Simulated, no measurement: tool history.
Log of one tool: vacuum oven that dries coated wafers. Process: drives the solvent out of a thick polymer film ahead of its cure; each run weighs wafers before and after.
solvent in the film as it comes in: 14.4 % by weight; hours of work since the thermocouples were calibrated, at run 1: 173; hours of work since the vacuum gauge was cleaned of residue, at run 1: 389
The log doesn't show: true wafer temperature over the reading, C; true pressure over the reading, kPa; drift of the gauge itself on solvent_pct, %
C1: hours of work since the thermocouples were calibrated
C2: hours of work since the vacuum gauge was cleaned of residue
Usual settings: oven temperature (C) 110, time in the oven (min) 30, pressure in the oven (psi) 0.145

run 1 day=0 | oven_temperature_(C)=110 time_in_the_oven_(min)=30 pressure_in_the_oven_(psi)=0.145 | C1=173 C2=389 | solvent_left_in_the_film_(%)=0.99
run 2 day=0.925 | oven_temperature_(C)=115 time_in_the_oven_(min)=30 pressure_in_the_oven_(psi)=0.145 | C1=187 C2=403 | solvent_left_in_the_film_(%)=0.71
run 3 day=1.675 | oven_temperature_(C)=110 time_in_the_oven_(min)=30 pressure_in_the_oven_(psi)=0.145 | C1=198 C2=414 | solvent_left_in_the_film_(%)=1.03
run 4 day=2.383 | oven_temperature_(C)=110 time_in_the_oven_(min)=30 pressure_in_the_oven_(psi)=0.145 | C1=208 C2=425 | solvent_left_in_the_film_(%)=1.02
run 5 day=3.138 | oven_temperature_(C)=96 time_in_the_oven_(min)=30 pressure_in_the_oven_(psi)=0.145 | C1=219 C2=436 | solvent_left_in_the_film_(%)=2.71
run 6 day=3.892 | oven_temperature_(C)=96 time_in_the_oven_(min)=30 pressure_in_the_oven_(psi)=0.145 | C1=231 C2=447 | solvent_left_in_the_film_(%)=2.69
run 7 day=4.529 | oven_temperature_(C)=110 time_in_the_oven_(min)=30 pressure_in_the_oven_(psi)=0.145 | C1=240 C2=456 | solvent_left_in_the_film_(%)=1.03
run 8 day=5.579 | oven_temperature_(C)=110 time_in_the_oven_(min)=29 pressure_in_the_oven_(psi)=0.145 | C1=256 C2=472 | solvent_left_in_the_film_(%)=1.07
run 9 day=6.167 | oven_temperature_(C)=110 time_in_the_oven_(min)=29 pressure_in_the_oven_(psi)=0.145 | C1=264 C2=481 | solvent_left_in_the_film_(%)=1.08
run 10 day=7.004 | oven_temperature_(C)=110 time_in_the_oven_(min)=29 pressure_in_the_oven_(psi)=0.145 | C1=277 C2=493 | solvent_left_in_the_film_(%)=1.06
run 11 day=7.875 | oven_temperature_(C)=110 time_in_the_oven_(min)=30 pressure_in_the_oven_(psi)=0.145 | C1=290 C2=506 | solvent_left_in_the_film_(%)=1.02
run 12 day=8.938 | oven_temperature_(C)=110 time_in_the_oven_(min)=30 pressure_in_the_oven_(psi)=0.145 | C1=305 C2=522 | solvent_left_in_the_film_(%)=1.01
run 13 day=9.783 | oven_temperature_(C)=110 time_in_the_oven_(min)=43 pressure_in_the_oven_(psi)=0.145 | C1=318 C2=534 | solvent_left_in_the_film_(%)=0.73
run 14 day=10.888 | oven_temperature_(C)=110 time_in_the_oven_(min)=43 pressure_in_the_oven_(psi)=0.145 | C1=334 C2=550 | solvent_left_in_the_film_(%)=0.73
run 15 day=11.579 | oven_temperature_(C)=110 time_in_the_oven_(min)=30 pressure_in_the_oven_(psi)=0.145 | C1=344 C2=561 | solvent_left_in_the_film_(%)=1.05
run 16 day=12.129 | oven_temperature_(C)=110 time_in_the_oven_(min)=30 pressure_in_the_oven_(psi)=0.145 | C1=352 C2=569 | solvent_left_in_the_film_(%)=1.05
run 17 day=13.171 | oven_temperature_(C)=110 time_in_the_oven_(min)=30 pressure_in_the_oven_(psi)=0.145 | C1=368 C2=584 | solvent_left_in_the_film_(%)=1.05
run 18 day=13.692 | oven_temperature_(C)=110 time_in_the_oven_(min)=30 pressure_in_the_oven_(psi)=0.145 | C1=376 C2=592 | solvent_left_in_the_film_(%)=1.04
run 19 day=14.904 | oven_temperature_(C)=110 time_in_the_oven_(min)=30 pressure_in_the_oven_(psi)=0.145 | C1=394 C2=610 | solvent_left_in_the_film_(%)=1.02
run 20 day=15.654 | oven_temperature_(C)=110 time_in_the_oven_(min)=30 pressure_in_the_oven_(psi)=0.145 | C1=405 C2=621 | solvent_left_in_the_film_(%)=1.01
run 21 day=16.712 | oven_temperature_(C)=110 time_in_the_oven_(min)=30 pressure_in_the_oven_(psi)=0.145 | C1=420 C2=637 | solvent_left_in_the_film_(%)=1.04
run 22 day=17.538 | oven_temperature_(C)=100 time_in_the_oven_(min)=30 pressure_in_the_oven_(psi)=0.11 | C1=432 C2=649 | solvent_left_in_the_film_(%)=1.91
run 23 day=18.479 | oven_temperature_(C)=108 time_in_the_oven_(min)=30 pressure_in_the_oven_(psi)=0.152 | C1=446 C2=663 | solvent_left_in_the_film_(%)=1.22
-- day=18.654 vacuum gauge cleaned of residue and calibrated
run 24 day=19.492 | oven_temperature_(C)=108 time_in_the_oven_(min)=30 pressure_in_the_oven_(psi)=0.152 | C1=460 C2=12 | solvent_left_in_the_film_(%)=1.31
run 25 day=20.317 | oven_temperature_(C)=104 time_in_the_oven_(min)=19 pressure_in_the_oven_(psi)=0.477 | C1=473 C2=25 | solvent_left_in_the_film_(%)=4.16
run 26 day=21.425 | oven_temperature_(C)=104 time_in_the_oven_(min)=19 pressure_in_the_oven_(psi)=0.093 | C1=489 C2=41 | solvent_left_in_the_film_(%)=2.69
run 27 day=22.262 | oven_temperature_(C)=104 time_in_the_oven_(min)=31 pressure_in_the_oven_(psi)=0.193 | C1=502 C2=53 | solvent_left_in_the_film_(%)=1.8
run 28 day=23.371 | oven_temperature_(C)=123 time_in_the_oven_(min)=30 pressure_in_the_oven_(psi)=0.145 | C1=518 C2=70 | solvent_left_in_the_film_(%)=0.55
run 29 day=23.958 | oven_temperature_(C)=113 time_in_the_oven_(min)=21 pressure_in_the_oven_(psi)=0.145 | C1=527 C2=78 | solvent_left_in_the_film_(%)=1.42
run 30 day=24.992 | oven_temperature_(C)=121 time_in_the_oven_(min)=21 pressure_in_the_oven_(psi)=0.453 | C1=542 C2=94 | solvent_left_in_the_film_(%)=1.55
run 31 day=25.662 | oven_temperature_(C)=121 time_in_the_oven_(min)=18 pressure_in_the_oven_(psi)=0.453 | C1=552 C2=104 | solvent_left_in_the_film_(%)=1.75
-- day=26.075 vacuum gauge cleaned of residue and calibrated, once more
run 32 day=26.758 | oven_temperature_(C)=120 time_in_the_oven_(min)=18 pressure_in_the_oven_(psi)=0.271 | C1=567 C2=10 | solvent_left_in_the_film_(%)=1.21
run 33 day=27.75 | oven_temperature_(C)=120 time_in_the_oven_(min)=18 pressure_in_the_oven_(psi)=0.252 | C1=582 C2=25 | solvent_left_in_the_film_(%)=1.19
run 34 day=28.783 | oven_temperature_(C)=104 time_in_the_oven_(min)=28 pressure_in_the_oven_(psi)=0.145 | C1=597 C2=40 | solvent_left_in_the_film_(%)=1.53
run 35 day=29.575 | oven_temperature_(C)=104 time_in_the_oven_(min)=28 pressure_in_the_oven_(psi)=0.145 | C1=609 C2=52 | solvent_left_in_the_film_(%)=1.57
run 36 day=30.671 | oven_temperature_(C)=116 time_in_the_oven_(min)=30 pressure_in_the_oven_(psi)=0.135 | C1=625 C2=68 | solvent_left_in_the_film_(%)=0.58
run 37 day=31.796 | oven_temperature_(C)=116 time_in_the_oven_(min)=30 pressure_in_the_oven_(psi)=0.135 | C1=642 C2=85 | solvent_left_in_the_film_(%)=0.54
run 38 day=32.7 | oven_temperature_(C)=106 time_in_the_oven_(min)=19 pressure_in_the_oven_(psi)=0.135 | C1=655 C2=98 | solvent_left_in_the_film_(%)=2.28
run 39 day=33.388 | oven_temperature_(C)=115 time_in_the_oven_(min)=44 pressure_in_the_oven_(psi)=0.135 | C1=665 C2=108 | solvent_left_in_the_film_(%)=0.43
run 40 day=34.138 | oven_temperature_(C)=115 time_in_the_oven_(min)=26 pressure_in_the_oven_(psi)=0.09 | C1=676 C2=119 | solvent_left_in_the_film_(%)=0.6
run 41 day=35.167 | oven_temperature_(C)=108 time_in_the_oven_(min)=51 pressure_in_the_oven_(psi)=0.167 | C1=691 C2=135 | solvent_left_in_the_film_(%)=0.74

Hidden state at the last listed run before each entry between runs and at the first one after, where it differs:
Between runs 23 and 24: vacuum gauge cleaned of residue and calibrated (day 18.654)
  true wafer temperature over the reading, C: 1.44 -> 1.47; true pressure over the reading, kPa: 0.227 -> 0.355
  measured less the result without the state, solvent left in the film (%): +0.01 -> +0.08
Between runs 31 and 32: vacuum gauge cleaned of residue and calibrated, once more (day 26.075)
  true wafer temperature over the reading, C: 1.65 -> 1.68; true pressure over the reading, kPa: 0.388 -> 0.003
  measured less the result without the state, solvent left in the film (%): -0.02 -> -0.14
